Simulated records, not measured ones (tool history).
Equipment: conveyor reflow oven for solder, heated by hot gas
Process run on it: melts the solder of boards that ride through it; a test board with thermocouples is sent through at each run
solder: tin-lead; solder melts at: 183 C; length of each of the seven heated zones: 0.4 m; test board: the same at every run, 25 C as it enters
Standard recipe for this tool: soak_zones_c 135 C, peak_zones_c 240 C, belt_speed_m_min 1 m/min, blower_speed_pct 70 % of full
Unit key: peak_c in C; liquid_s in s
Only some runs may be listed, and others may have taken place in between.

run	hour	soak_zones_c	peak_zones_c	belt_speed_m_min	blower_speed_pct	peak_c	liquid_s
1	0	135	240	1	70	218.9	35.7
2	66.9	135	240	1	70	218.4	36.2
3	122	135	240	1	70	219.1	36.7
4	205.2	135	240	1	70	219.2	36.7
5	260.2	135	240	1	70	217.3	34.5
6	333.6	135	240	1	70	217.5	34.5
7	413.4	135	240	1	77	219.4	36.1
8	456.8	140	237	0.97	73	218.5	38.1
9	512.5	140	237	1.14	51	204.9	23.7
10	569	140	237	1.14	51	205	23.5
11	609.8	140	237	1.14	51	204.6	23.3
12	679.2	141	239	1.14	51	206.3	25.5

Not shown: 4 entries that the log had between the listed runs. Between which runs, and how does the tool's hidden state differ before and after?
In the gap between runs 2 and 3: flux residue cleaned out of gas plates and filters (hour 81)
  heat that the gas passes to the board, % of a clean oven's: 95.2 -> 99.1; belt's true speed, % of the reading: 97.77 -> 97.69; true gas temperature in zones 6 and 7 over the reading, C: 0.37 -> 0.26
  what was measured, less what the result would be without the hidden state, peak_c: -0.3 -> +0.8 C; liquid_s: +0.6 -> +1.2 s
In the gap between runs 4 and 5: belt drive overhauled, speed set with a stopwatch (hour 233.2)
  heat that the gas passes to the board, % of a clean oven's: 97.5 -> 96.6; belt's true speed, % of the reading: 97.55 -> 99.98; true gas temperature in zones 6 and 7 over the reading, C: 0.07 -> -0.04
  what was measured, less what the result would be without the hidden state, peak_c: +0.2 -> -1 C; liquid_s: +1 -> -0.6 s
In the gap between runs 6 and 7: flux residue cleaned out of gas plates and filters (hour 362)
  heat that the gas passes to the board, % of a clean oven's: 95.2 -> 98.9; belt's true speed, % of the reading: 99.87 -> 99.74; true gas temperature in zones 6 and 7 over the reading, C: -0.2 -> -0.36
  what was measured, less what the result would be without the hidden state, peak_c: -1.6 -> -0.6 C; liquid_s: -0.9 -> -0.2 s
In the gap between runs 11 and 12: flux residue cleaned out of gas plates and filters (hour 637.4)
  heat that the gas passes to the board, % of a clean oven's: 95.4 -> 98.3; belt's true speed, % of the reading: 99.45 -> 99.36; true gas temperature in zones 6 and 7 over the reading, C: -0.8 -> -0.94
  what was measured, less what the result would be without the hidden state, peak_c: -1.7 -> -0.9 C; liquid_s: -1.1 -> -0.4 s

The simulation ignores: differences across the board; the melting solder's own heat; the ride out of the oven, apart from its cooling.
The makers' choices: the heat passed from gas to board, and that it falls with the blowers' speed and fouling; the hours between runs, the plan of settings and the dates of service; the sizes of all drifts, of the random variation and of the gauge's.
